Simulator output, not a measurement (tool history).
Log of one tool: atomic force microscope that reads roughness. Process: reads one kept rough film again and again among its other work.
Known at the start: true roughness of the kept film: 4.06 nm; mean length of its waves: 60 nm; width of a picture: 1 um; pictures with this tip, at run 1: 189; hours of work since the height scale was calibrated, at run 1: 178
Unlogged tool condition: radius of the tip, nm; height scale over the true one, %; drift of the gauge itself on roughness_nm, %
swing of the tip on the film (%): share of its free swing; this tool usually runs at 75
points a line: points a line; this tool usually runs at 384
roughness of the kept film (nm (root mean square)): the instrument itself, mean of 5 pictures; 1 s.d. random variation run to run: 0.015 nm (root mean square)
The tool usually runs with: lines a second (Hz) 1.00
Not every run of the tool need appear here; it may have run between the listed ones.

| run | hour | lines a second (Hz) | swing of the tip on the film (%) | points a line | pictures with this tip | hours of work since the height scale was calibrated | roughness of the kept film (nm (root mean square)) |
|---|---|---|---|---|---|---|---|
| 1 | 0.0 | 1.00 | 75 | 384 | 189 | 178 | 3.521 |
| 2 | 7.7 | 1.00 | 75 | 384 | 194 | 181 | 3.524 |
| 3 | 12.4 | 1.00 | 75 | 384 | 198 | 183 | 3.506 |
| 4 | 22.7 | 1.00 | 75 | 384 | 206 | 188 | 3.540 |
| 5 | 29.3 | 1.00 | 59 | 384 | 211 | 191 | 3.671 |
| 6 | 35.4 | 1.88 | 75 | 384 | 215 | 193 | 3.288 |
| 7 | 41.5 | 1.00 | 75 | 384 | 220 | 196 | 3.488 |
| 8 | 47.2 | 1.00 | 75 | 384 | 224 | 199 | 3.498 |
| 9 | 56.6 | 1.00 | 75 | 280 | 231 | 203 | 3.492 |
| 10 | 67.0 | 1.00 | 75 | 384 | 239 | 207 | 3.478 |
| 11 | 76.2 | 0.73 | 75 | 384 | 246 | 211 | 3.543 |
| 12 | 84.8 | 1.00 | 66 | 384 | 252 | 215 | 3.572 |
| 13 | 95.1 | 1.00 | 75 | 433 | 260 | 220 | 3.441 |
| 14 | 102.5 | 1.00 | 75 | 433 | 266 | 223 | 3.445 |
| 15 | 107.5 | 1.00 | 75 | 977 | 269 | 225 | 3.453 |
| 16 | 115.4 | 1.00 | 75 | 977 | 275 | 229 | 3.442 |
|  | 118.8 | new tip fitted |
| 17 | 121.2 | 1.00 | 75 | 384 | 1 | 231 | 3.717 |
| 18 | 129.8 | 1.00 | 75 | 384 | 8 | 235 | 3.707 |
| 19 | 134.8 | 1.00 | 75 | 384 | 12 | 237 | 3.695 |
| 20 | 143.0 | 1.00 | 75 | 384 | 18 | 241 | 3.673 |
| 21 | 151.0 | 1.00 | 75 | 384 | 24 | 244 | 3.697 |
| 22 | 159.3 | 1.00 | 75 | 384 | 30 | 248 | 3.661 |
| 23 | 165.7 | 1.00 | 70 | 384 | 35 | 250 | 3.728 |
| 24 | 171.9 | 1.00 | 70 | 384 | 39 | 253 | 3.721 |
|  | 173.5 | height scale calibrated on a step standard |
| 25 | 179.6 | 1.00 | 70 | 384 | 44 | 3 | 3.697 |
| 26 | 188.0 | 1.00 | 70 | 384 | 51 | 6 | 3.708 |
| 27 | 197.7 | 1.00 | 70 | 384 | 58 | 11 | 3.731 |
|  | 200.6 | height scale calibrated on a step standard, once more |
| 28 | 204.4 | 1.00 | 70 | 384 | 62 | 2 | 3.720 |
| 29 | 213.2 | 1.00 | 70 | 384 | 69 | 6 | 3.679 |
| 30 | 220.9 | 0.60 | 85 | 443 | 75 | 9 | 3.633 |
| 31 | 230.1 | 0.60 | 85 | 443 | 82 | 13 | 3.592 |
| 32 | 236.6 | 1.00 | 75 | 297 | 87 | 16 | 3.608 |
| 33 | 246.5 | 1.00 | 75 | 297 | 94 | 20 | 3.605 |
| 34 | 252.8 | 1.00 | 75 | 297 | 99 | 23 | 3.609 |
| 35 | 260.7 | 1.00 | 68 | 1012 | 105 | 26 | 3.689 |
| 36 | 268.8 | 1.00 | 62 | 1012 | 111 | 30 | 3.707 |
| 37 | 278.4 | 2.31 | 78 | 344 | 118 | 34 | 3.234 |
| 38 | 283.6 | 2.31 | 78 | 344 | 122 | 36 | 3.249 |
| 39 | 290.7 | 2.31 | 78 | 344 | 127 | 40 | 3.216 |
| 40 | 296.7 | 3.65 | 75 | 415 | 132 | 42 | 3.048 |
| 41 | 301.6 | 2.19 | 75 | 808 | 135 | 44 | 3.328 |
| 42 | 309.5 | 2.15 | 71 | 814 | 141 | 48 | 3.388 |
| 43 | 319.7 | 2.15 | 71 | 814 | 149 | 52 | 3.429 |
| 44 | 329.8 | 0.89 | 79 | 364 | 157 | 57 | 3.547 |
| 45 | 335.8 | 0.89 | 79 | 364 | 161 | 59 | 3.515 |
| 46 | 345.4 | 0.89 | 79 | 364 | 168 | 64 | 3.519 |
| 47 | 353.3 | 1.15 | 75 | 384 | 174 | 67 | 3.503 |
| 48 | 361.7 | 1.48 | 57 | 564 | 181 | 71 | 3.645 |
| 49 | 367.5 | 1.48 | 57 | 564 | 185 | 73 | 3.646 |
| 50 | 374.7 | 1.48 | 57 | 564 | 190 | 76 | 3.653 |
| 51 | 379.0 | 1.48 | 57 | 564 | 194 | 78 | 3.627 |
| 52 | 384.0 | 1.48 | 66 | 744 | 197 | 80 | 3.533 |

Branching from run 52: 3 alternative next runs. What would each branch give?
| A | 388.9 | 1.22 | 85 | 384 | 201 | 83 | ? |
| B | 388.9 | 1.03 | 65 | 257 | 201 | 83 | ? |
| C | 388.9 | 2.56 | 66 | 323 | 201 | 83 | ? |

| run | roughness of the kept film (nm (root mean square)) |
|---|---|
| A | 3.301 |
| B | 3.570 |
| C | 3.369 |
Without the tool's hidden state the same runs would have given:
| run | roughness of the kept film (nm (root mean square)) |
|---|---|
| A | 3.495 |
| B | 3.780 |
| C | 3.567 |

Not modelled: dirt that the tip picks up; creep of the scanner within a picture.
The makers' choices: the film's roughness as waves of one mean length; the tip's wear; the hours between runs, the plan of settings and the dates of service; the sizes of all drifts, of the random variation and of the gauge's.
